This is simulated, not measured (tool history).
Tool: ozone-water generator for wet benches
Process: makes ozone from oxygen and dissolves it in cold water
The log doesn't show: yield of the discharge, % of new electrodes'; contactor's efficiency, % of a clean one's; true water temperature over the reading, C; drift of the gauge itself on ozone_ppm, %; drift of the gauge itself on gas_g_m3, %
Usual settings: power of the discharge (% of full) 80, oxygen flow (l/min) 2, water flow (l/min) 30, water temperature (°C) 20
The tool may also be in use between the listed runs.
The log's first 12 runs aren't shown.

| run | hour | power of the discharge (% of full) | oxygen flow (l/min) | water flow (l/min) | water temperature (°C) | hours of work since the electrodes were changed | hours of work since the contactor was cleaned | hours of work since the thermometer was calibrated | dissolved ozone (ppm) | ozone in the gas ahead of the water (g/m3) |
|---|---|---|---|---|---|---|---|---|---|---|
| 13 | 643.2 | 80 | 2 | 30 | 20 | 2025 | 1575 | 4094 | 7.8 | 200.2 |
| 14 | 672.4 | 80 | 2 | 30 | 20 | 2044 | 1594 | 4113 | 7.9 | 200.7 |
| 15 | 733.5 | 46 | 2 | 30 | 20 | 2083 | 1633 | 4152 | 5.4 | 134.4 |
| 16 | 794.9 | 80 | 2.77 | 30 | 20 | 2123 | 1672 | 4192 | 8.5 | 167.1 |
| 17 | 847 | 80 | 1.67 | 30 | 13 | 2156 | 1706 | 4225 | 7.8 | 222.5 |
| 18 | 887.3 | 45 | 2.31 | 42 | 17 | 2182 | 1732 | 4251 | 3.7 | 121.8 |
| 19 | 933.6 | 45 | 2.31 | 42 | 17 | 2212 | 1762 | 4281 | 3.7 | 122.4 |
| 20 | 998.3 | 45 | 2.31 | 34 | 19 | 2254 | 1803 | 4322 | 4.7 | 122.3 |
| 21 | 1030 | 98 | 2 | 25 | 19 | 2274 | 1824 | 4343 | 11.1 | 230.2 |
| 22 | 1069.4 | 80 | 2.53 | 30 | 20 | 2299 | 1849 | 4368 | 8.5 | 174.7 |
| 23 | 1132.4 | 80 | 2.53 | 30 | 20 | 2340 | 1890 | 4409 | 8.3 | 175.5 |
| 24 | 1176.3 | 63 | 2 | 30 | 24 | 2368 | 1918 | 4437 | 6.4 | 167.7 |
| 25 | 1235.4 | 80 | 1.25 | 46 | 20 | 2406 | 1956 | 4475 | 4.2 | 260.4 |
| 26 | 1266.5 | 58 | 2 | 31 | 16 | 2426 | 1976 | 4495 | 6.2 | 159.1 |
| 27 | 1311.5 | 41 | 3.56 | 31 | 14 | 2455 | 2005 | 4524 | 5.7 | 87.7 |
| 28 | 1370.5 | 41 | 3.56 | 19 | 25 | 2493 | 2043 | 4562 | 7.7 | 87.9 |
| 29 | 1403.6 | 41 | 3.56 | 19 | 25 | 2515 | 2064 | 4584 | 7.8 | 87.6 |
| 30 | 1460.2 | 80 | 2 | 46 | 20 | 2551 | 2101 | 4620 | 5.1 | 201.4 |
| 31 | 1528.7 | 80 | 2 | 46 | 20 | 2595 | 2145 | 4664 | 4.8 | 199.8 |
|  | 1575.7 | water thermometer calibrated |
| 32 | 1589.4 | 80 | 2 | 46 | 20 | 2634 | 2184 | 9 | 4.8 | 199.1 |

3 ways to go on from here, each from the tool as it stands after run 32. What would each give?
| A | 1637.3 | 57 | 2 | 46 | 20 | 2665 | 2215 | 40 | ? | ? |
| B | 1637.3 | 63 | 2 | 46 | 20 | 2665 | 2215 | 40 | ? | ? |
| C | 1637.3 | 80 | 2 | 26 | 16 | 2665 | 2215 | 40 | ? | ? |

| run | dissolved ozone (ppm) | ozone in the gas ahead of the water (g/m3) |
|---|---|---|
| A | 3.9 | 157.1 |
| B | 4.1 | 170.2 |
| C | 9.4 | 198.4 |
Without the tool's hidden state the same runs would have given:
| run | dissolved ozone (ppm) | ozone in the gas ahead of the water (g/m3) |
|---|---|---|
| A | 3.9 | 157.3 |
| B | 4.1 | 170.4 |
| C | 9.4 | 198.7 |
